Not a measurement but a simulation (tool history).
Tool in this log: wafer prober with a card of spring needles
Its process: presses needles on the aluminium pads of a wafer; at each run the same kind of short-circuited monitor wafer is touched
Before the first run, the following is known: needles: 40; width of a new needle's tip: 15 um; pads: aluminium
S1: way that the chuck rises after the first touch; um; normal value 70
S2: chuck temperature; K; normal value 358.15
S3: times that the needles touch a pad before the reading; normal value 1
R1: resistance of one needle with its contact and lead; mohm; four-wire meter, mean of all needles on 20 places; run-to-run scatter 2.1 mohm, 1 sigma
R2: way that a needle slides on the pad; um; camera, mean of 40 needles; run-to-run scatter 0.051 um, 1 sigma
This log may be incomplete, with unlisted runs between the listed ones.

| run | hour | S1 | S2 | S3 | R1 | R2 |
|---|---|---|---|---|---|---|
| 1 | 0.0 | 70 | 358.15 | 1 | 232 | 12.71 |
|  | 2.0 | tips cleaned on abrasive film |
|  | 9.6 | tips cleaned on abrasive film |
|  | 11.8 | height of the first contact set anew |
|  | 17.5 | tips cleaned on abrasive film |
|  | 25.1 | tips cleaned on abrasive film |
|  | 32.7 | tips cleaned on abrasive film |
|  | 42.2 | tips cleaned on abrasive film |
|  | 51.7 | tips cleaned on abrasive film |
|  | 59.3 | tips cleaned on abrasive film |
|  | 68.8 | tips cleaned on abrasive film |
| 2 | 75.9 | 74 | 358.15 | 1 | 228 | 13.45 |
|  | 77.9 | tips cleaned on abrasive film |
|  | 85.5 | tips cleaned on abrasive film |
|  | 93.1 | tips cleaned on abrasive film |
|  | 100.7 | tips cleaned on abrasive film |
|  | 108.3 | tips cleaned on abrasive film |
|  | 117.8 | tips cleaned on abrasive film |
|  | 127.3 | tips cleaned on abrasive film |
|  | 134.9 | tips cleaned on abrasive film |
| 3 | 137.4 | 74 | 358.15 | 2 | 223 | 13.51 |
|  | 143.2 | tips cleaned on abrasive film |
|  | 150.8 | tips cleaned on abrasive film |
|  | 154.8 | height of the first contact set anew |
|  | 158.7 | tips cleaned on abrasive film |
|  | 166.3 | tips cleaned on abrasive film |
|  | 173.9 | tips cleaned on abrasive film |
|  | 181.5 | tips cleaned on abrasive film |
|  | 189.1 | tips cleaned on abrasive film |
| 4 | 195.6 | 74 | 358.15 | 2 | 227 | 13.48 |
|  | 197.6 | tips cleaned on abrasive film |
|  | 205.2 | tips cleaned on abrasive film |
|  | 212.8 | tips cleaned on abrasive film |
|  | 220.4 | tips cleaned on abrasive film |
|  | 228.0 | tips cleaned on abrasive film |
|  | 235.6 | tips cleaned on abrasive film |
|  | 243.2 | tips cleaned on abrasive film |
|  | 252.7 | tips cleaned on abrasive film |
|  | 260.6 | tips cleaned on abrasive film |
| 5 | 260.6 | 74 | 358.15 | 2 | 228 | 13.55 |
|  | 270.0 | tips cleaned on abrasive film |
|  | 279.5 | tips cleaned on abrasive film |
|  | 289.0 | tips cleaned on abrasive film |
|  | 298.5 | tips cleaned on abrasive film |
|  | 298.8 | height of the first contact set anew |
| 6 | 304.6 | 70 | 358.15 | 1 | 228 | 12.78 |
|  | 306.6 | tips cleaned on abrasive film |
|  | 314.2 | tips cleaned on abrasive film |
|  | 323.7 | tips cleaned on abrasive film |
|  | 331.3 | tips cleaned on abrasive film |
|  | 338.9 | tips cleaned on abrasive film |
|  | 346.5 | tips cleaned on abrasive film |
|  | 354.1 | tips cleaned on abrasive film |
|  | 361.7 | tips cleaned on abrasive film |
|  | 369.3 | tips cleaned on abrasive film |
|  | 376.9 | tips cleaned on abrasive film |
|  | 384.5 | tips cleaned on abrasive film |
|  | 394.0 | tips cleaned on abrasive film |
| 7 | 401.0 | 70 | 384.15 | 1 | 231 | 12.80 |
|  | 403.0 | tips cleaned on abrasive film |
|  | 412.5 | tips cleaned on abrasive film |
|  | 420.1 | tips cleaned on abrasive film |
|  | 427.7 | tips cleaned on abrasive film |
|  | 437.2 | tips cleaned on abrasive film |
|  | 443.1 | height of the first contact set anew |
|  | 447.0 | tips cleaned on abrasive film |
|  | 456.5 | tips cleaned on abrasive film |
|  | 464.1 | tips cleaned on abrasive film |
|  | 471.7 | tips cleaned on abrasive film |
| 8 | 474.3 | 70 | 384.15 | 1 | 237 | 12.90 |
|  | 480.1 | tips cleaned on abrasive film |
|  | 487.7 | tips cleaned on abrasive film |
|  | 495.3 | tips cleaned on abrasive film |
|  | 502.9 | tips cleaned on abrasive film |
|  | 510.5 | tips cleaned on abrasive film |
|  | 518.1 | tips cleaned on abrasive film |
|  | 525.7 | tips cleaned on abrasive film |
| 9 | 531.4 | 70 | 358.15 | 1 | 228 | 12.84 |
|  | 533.4 | tips cleaned on abrasive film |
|  | 541.0 | tips cleaned on abrasive film |
|  | 548.6 | tips cleaned on abrasive film |
|  | 558.1 | tips cleaned on abrasive film |
|  | 565.7 | tips cleaned on abrasive film |
|  | 573.3 | tips cleaned on abrasive film |
|  | 580.9 | tips cleaned on abrasive film |
|  | 586.8 | height of the first contact set anew |
|  | 588.8 | tips cleaned on abrasive film |
| 10 | 590.2 | 70 | 358.15 | 1 | 227 | 12.87 |
|  | 597.9 | tips cleaned on abrasive film |
|  | 605.5 | tips cleaned on abrasive film |
|  | 614.9 | tips cleaned on abrasive film |
|  | 622.6 | tips cleaned on abrasive film |
|  | 632.0 | tips cleaned on abrasive film |
|  | 639.6 | tips cleaned on abrasive film |
|  | 651.6 | card fitted with new needles |
|  | 659.3 | tips cleaned on abrasive film |
|  | 666.9 | tips cleaned on abrasive film |
|  | 674.5 | tips cleaned on abrasive film |
| 11 | 681.8 | 74 | 345.15 | 1 | 221 | 13.55 |
|  | 683.7 | tips cleaned on abrasive film |
|  | 693.2 | tips cleaned on abrasive film |
|  | 700.8 | tips cleaned on abrasive film |
|  | 708.4 | tips cleaned on abrasive film |
|  | 716.0 | tips cleaned on abrasive film |
|  | 723.6 | tips cleaned on abrasive film |
| 12 | 728.0 | 74 | 345.15 | 1 | 220 | 13.57 |
|  | 731.9 | tips cleaned on abrasive film |
|  | 739.5 | tips cleaned on abrasive film |
|  | 747.1 | tips cleaned on abrasive film |
|  | 756.6 | tips cleaned on abrasive film |
|  | 766.0 | tips cleaned on abrasive film |
|  | 775.5 | tips cleaned on abrasive film |
|  | 783.1 | tips cleaned on abrasive film |
|  | 790.7 | tips cleaned on abrasive film |
|  | 794.8 | height of the first contact set anew |
| 13 | 797.7 | 74 | 345.15 | 1 | 225 | 13.59 |
|  | 799.7 | tips cleaned on abrasive film |
|  | 807.3 | tips cleaned on abrasive film |
|  | 814.9 | tips cleaned on abrasive film |
|  | 822.5 | tips cleaned on abrasive film |
|  | 830.1 | tips cleaned on abrasive film |
|  | 837.7 | tips cleaned on abrasive film |
|  | 845.4 | tips cleaned on abrasive film |
| 14 | 852.1 | 68 | 358.15 | 3 | 228 | 12.54 |
|  | 854.0 | tips cleaned on abrasive film |
|  | 861.6 | tips cleaned on abrasive film |
|  | 869.2 | tips cleaned on abrasive film |
|  | 876.9 | tips cleaned on abrasive film |
|  | 884.5 | tips cleaned on abrasive film |
|  | 892.1 | tips cleaned on abrasive film |
|  | 899.7 | tips cleaned on abrasive film |
|  | 907.3 | tips cleaned on abrasive film |
|  | 914.9 | tips cleaned on abrasive film |
|  | 922.5 | tips cleaned on abrasive film |
|  | 930.1 | tips cleaned on abrasive film |
| 15 | 930.5 | 52 | 362.15 | 2 | 232 | 9.55 |
|  | 938.1 | tips cleaned on abrasive film |
|  | 938.4 | height of the first contact set anew |
|  | 947.8 | tips cleaned on abrasive film |
|  | 955.5 | tips cleaned on abrasive film |
|  | 963.1 | tips cleaned on abrasive film |
|  | 970.7 | tips cleaned on abrasive film |
| 16 | 975.1 | 70 | 343.15 | 3 | 221 | 12.90 |
|  | 979.0 | tips cleaned on abrasive film |
|  | 986.6 | tips cleaned on abrasive film |
|  | 994.2 | tips cleaned on abrasive film |
|  | 1001.8 | tips cleaned on abrasive film |
|  | 1011.3 | tips cleaned on abrasive film |
|  | 1020.8 | tips cleaned on abrasive film |
|  | 1028.4 | tips cleaned on abrasive film |
|  | 1036.0 | tips cleaned on abrasive film |
|  | 1045.5 | tips cleaned on abrasive film |
|  | 1053.1 | tips cleaned on abrasive film |
| 17 | 1056.7 | 70 | 343.15 | 1 | 225 | 12.87 |
|  | 1062.4 | tips cleaned on abrasive film |
|  | 1070.0 | tips cleaned on abrasive film |
|  | 1079.5 | tips cleaned on abrasive film |
|  | 1081.7 | height of the first contact set anew |
|  | 1087.4 | tips cleaned on abrasive film |
|  | 1096.9 | tips cleaned on abrasive film |
|  | 1104.5 | tips cleaned on abrasive film |
|  | 1112.1 | tips cleaned on abrasive film |
|  | 1119.7 | tips cleaned on abrasive film |
|  | 1127.3 | tips cleaned on abrasive film |
|  | 1134.9 | tips cleaned on abrasive film |
|  | 1142.5 | tips cleaned on abrasive film |
| 18 | 1145.6 | 70 | 302.15 | 2 | 219 | 12.94 |

Alternative continuations, all from the tool just after run 18; predict every row:
|  | 1151.3 | tips cleaned on abrasive film |
|  | 1158.9 | tips cleaned on abrasive film |
|  | 1166.5 | tips cleaned on abrasive film |
|  | 1174.1 | tips cleaned on abrasive film |
|  | 1181.8 | tips cleaned on abrasive film |
| A | 1187.0 | 88 | 325.15 | 1 | ? | ? |
|  | 1151.3 | tips cleaned on abrasive film |
|  | 1158.9 | tips cleaned on abrasive film |
|  | 1166.5 | tips cleaned on abrasive film |
|  | 1174.1 | tips cleaned on abrasive film |
|  | 1181.8 | tips cleaned on abrasive film |
| B | 1187.0 | 70 | 326.15 | 2 | ? | ? |
|  | 1151.3 | tips cleaned on abrasive film |
|  | 1158.9 | tips cleaned on abrasive film |
|  | 1166.5 | tips cleaned on abrasive film |
|  | 1174.1 | tips cleaned on abrasive film |
|  | 1181.8 | tips cleaned on abrasive film |
| C | 1187.0 | 70 | 318.15 | 2 | ? | ? |

| run | R1 | R2 |
|---|---|---|
| A | 216 | 16.25 |
| B | 220 | 12.96 |
| C | 220 | 12.96 |
What these runs would have given with no unlogged condition in the tool:
| run | R1 | R2 |
|---|---|---|
| A | 215 | 15.99 |
| B | 219 | 12.76 |
| C | 220 | 12.75 |

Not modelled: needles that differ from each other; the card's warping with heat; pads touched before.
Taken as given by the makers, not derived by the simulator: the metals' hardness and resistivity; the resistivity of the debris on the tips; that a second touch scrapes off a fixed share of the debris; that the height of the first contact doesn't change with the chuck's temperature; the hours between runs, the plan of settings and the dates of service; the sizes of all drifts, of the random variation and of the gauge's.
